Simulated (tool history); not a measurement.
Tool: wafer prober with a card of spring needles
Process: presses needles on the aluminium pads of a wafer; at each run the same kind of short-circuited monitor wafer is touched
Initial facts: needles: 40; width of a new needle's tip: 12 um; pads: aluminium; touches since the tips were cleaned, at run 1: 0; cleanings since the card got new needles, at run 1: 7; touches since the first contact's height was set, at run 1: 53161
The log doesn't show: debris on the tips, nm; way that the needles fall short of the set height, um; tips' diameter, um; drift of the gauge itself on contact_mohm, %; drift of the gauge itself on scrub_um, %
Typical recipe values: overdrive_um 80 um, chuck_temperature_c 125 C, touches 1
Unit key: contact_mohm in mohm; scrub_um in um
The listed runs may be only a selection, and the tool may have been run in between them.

| run | hour | overdrive_um | chuck_temperature_c | touches | touches since the tips were cleaned | cleanings since the card got new needles | touches since the first contact's height was set | contact_mohm | scrub_um |
|---|---|---|---|---|---|---|---|---|---|
| 1 | 0.0 | 80 | 125 | 1 | 0 | 7 | 53161 | 270 | 20.07 |
| 2 | 8.2 | 80 | 125 | 1 | 1724 | 7 | 54885 | 280 | 20.05 |
| 3 | 18.0 | 80 | 125 | 2 | 3786 | 7 | 56947 | 279 | 20.07 |
| 4 | 28.1 | 60 | 125 | 2 | 5898 | 7 | 59059 | 281 | 15.02 |
|  | 33.2 | tips cleaned on abrasive film |
| 5 | 37.4 | 80 | 43 | 1 | 886 | 8 | 60994 | 284 | 19.97 |
| 6 | 48.5 | 67 | 125 | 1 | 3212 | 8 | 63320 | 303 | 16.66 |
| 7 | 57.7 | 67 | 125 | 1 | 5150 | 8 | 65258 | 300 | 16.67 |
|  | 65.9 | tips cleaned on abrasive film |
| 8 | 65.9 | 80 | 125 | 1 | 0 | 9 | 66957 | 276 | 19.94 |
| 9 | 72.2 | 80 | 125 | 1 | 1332 | 9 | 68289 | 281 | 19.92 |
| 10 | 82.2 | 80 | 125 | 1 | 3432 | 9 | 70389 | 288 | 19.95 |
|  | 84.6 | tips cleaned on abrasive film, once more |
| 11 | 91.9 | 80 | 125 | 1 | 1538 | 10 | 72406 | 278 | 19.87 |
| 12 | 98.8 | 80 | 35 | 1 | 2986 | 10 | 73854 | 260 | 19.90 |
| 13 | 109.0 | 80 | 35 | 1 | 5129 | 10 | 75997 | 266 | 19.93 |
|  | 117.6 | tips cleaned on abrasive film |
| 14 | 119.2 | 80 | 29 | 1 | 332 | 11 | 78103 | 246 | 19.89 |
| 15 | 125.7 | 80 | 29 | 1 | 1697 | 11 | 79468 | 255 | 19.90 |
|  | 134.2 | height of the first contact set anew |
| 16 | 138.2 | 80 | 29 | 1 | 4265 | 11 | 828 | 261 | 20.24 |
| 17 | 145.9 | 64 | 125 | 1 | 5888 | 11 | 2451 | 295 | 16.13 |
|  | 150.3 | tips cleaned on abrasive film |
| 18 | 158.3 | 64 | 125 | 1 | 1686 | 12 | 5042 | 284 | 16.15 |
| 19 | 165.0 | 82 | 125 | 2 | 3092 | 12 | 6448 | 278 | 20.71 |
| 20 | 175.6 | 69 | 63 | 1 | 5307 | 12 | 8663 | 274 | 17.43 |
|  | 183.3 | tips cleaned on abrasive film |
| 21 | 185.0 | 93 | 30 | 2 | 355 | 13 | 10617 | 244 | 23.42 |
| 22 | 195.9 | 93 | 30 | 2 | 2645 | 13 | 12907 | 248 | 23.47 |
| 23 | 201.8 | 66 | 30 | 3 | 3895 | 13 | 14157 | 251 | 16.65 |
| 24 | 209.0 | 66 | 37 | 2 | 5390 | 13 | 15652 | 257 | 16.65 |
| 25 | 214.9 | 80 | 102 | 1 | 6642 | 13 | 16904 | 284 | 20.20 |
|  | 216.0 | tips cleaned on abrasive film |
| 26 | 227.3 | 80 | 102 | 1 | 2376 | 14 | 19488 | 280 | 20.18 |
| 27 | 235.6 | 80 | 102 | 1 | 4114 | 14 | 21226 | 280 | 20.11 |
| 28 | 240.9 | 80 | 34 | 2 | 5226 | 14 | 22338 | 255 | 20.17 |
|  | 248.7 | tips cleaned on abrasive film |
| 29 | 250.4 | 82 | 75 | 1 | 359 | 15 | 24317 | 259 | 20.63 |
| 30 | 261.2 | 62 | 36 | 2 | 2625 | 15 | 26583 | 254 | 15.56 |
| 31 | 269.4 | 85 | 125 | 1 | 4341 | 15 | 28299 | 291 | 21.37 |
| 32 | 279.4 | 86 | 107 | 1 | 6442 | 15 | 30400 | 287 | 21.64 |
|  | 281.2 | tips cleaned on abrasive film |
| 33 | 291.8 | 80 | 35 | 1 | 2225 | 16 | 32993 | 254 | 20.09 |
| 34 | 300.9 | 73 | 125 | 3 | 4135 | 16 | 34903 | 277 | 18.29 |

Below are 3 alternative next runs, each starting from the tool's condition after run 34. Predict each:
| A | 309.9 | 74 | 73 | 2 | 6013 | 16 | 36781 | ? | ? |
| B | 309.9 | 93 | 31 | 1 | 6013 | 16 | 36781 | ? | ? |
| C | 309.9 | 73 | 104 | 3 | 6013 | 16 | 36781 | ? | ? |

| run | contact_mohm | scrub_um |
|---|---|---|
| A | 268 | 18.55 |
| B | 262 | 23.38 |
| C | 273 | 18.31 |
What these runs would have given with no unlogged condition in the tool:
| run | contact_mohm | scrub_um |
|---|---|---|
| A | 255 | 18.66 |
| B | 240 | 23.49 |
| C | 265 | 18.42 |

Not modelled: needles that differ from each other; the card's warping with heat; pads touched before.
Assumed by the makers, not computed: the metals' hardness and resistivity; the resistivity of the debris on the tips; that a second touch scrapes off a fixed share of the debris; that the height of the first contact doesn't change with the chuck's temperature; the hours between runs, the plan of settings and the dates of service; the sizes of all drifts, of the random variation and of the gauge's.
